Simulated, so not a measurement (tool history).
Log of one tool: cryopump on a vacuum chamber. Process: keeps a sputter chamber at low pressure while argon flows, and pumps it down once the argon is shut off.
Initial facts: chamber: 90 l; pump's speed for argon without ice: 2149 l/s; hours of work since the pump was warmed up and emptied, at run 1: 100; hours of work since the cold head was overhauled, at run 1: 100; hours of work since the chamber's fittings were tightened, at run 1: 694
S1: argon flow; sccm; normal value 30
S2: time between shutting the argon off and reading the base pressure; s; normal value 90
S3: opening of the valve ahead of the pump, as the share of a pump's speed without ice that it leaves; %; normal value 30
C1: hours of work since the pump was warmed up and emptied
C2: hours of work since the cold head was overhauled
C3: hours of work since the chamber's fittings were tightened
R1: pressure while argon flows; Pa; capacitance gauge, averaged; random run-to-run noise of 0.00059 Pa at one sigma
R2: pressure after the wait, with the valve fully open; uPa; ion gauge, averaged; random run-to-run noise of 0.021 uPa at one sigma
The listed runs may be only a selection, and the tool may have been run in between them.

run	hour	S1	S2	S3	C1	C2	C3	R1	R2
1	0	30	90	30	100	100	694	0.0803	0.44
2	22.1	30	90	30	112	112	706	0.0795	0.44
3	47	30	90	30	124	124	718	0.0806	0.46
4	73.1	30	90	30	138	138	732	0.0808	0.47
5	96.5	30	90	30	150	150	744	0.08	0.47
6	130.1	30	90	30	167	167	761	0.0816	0.45
7	146.7	30	90	30	175	175	769	0.0805	0.44
8	162.1	30	90	30	183	183	777	0.0818	0.46
9	193.6	30	90	30	199	199	793	0.0808	0.48
10	208.5	30	90	30	207	207	801	0.0823	0.47

The next listed run, before its measurement:
11	228.2	30	90	30	217	217	811	?	?

{"run 11": {"R1": 0.082, "R2": 0.44}}
Without the tool's hidden state the same run would have given R1 0.0788 Pa, R2 0.28 uPa.
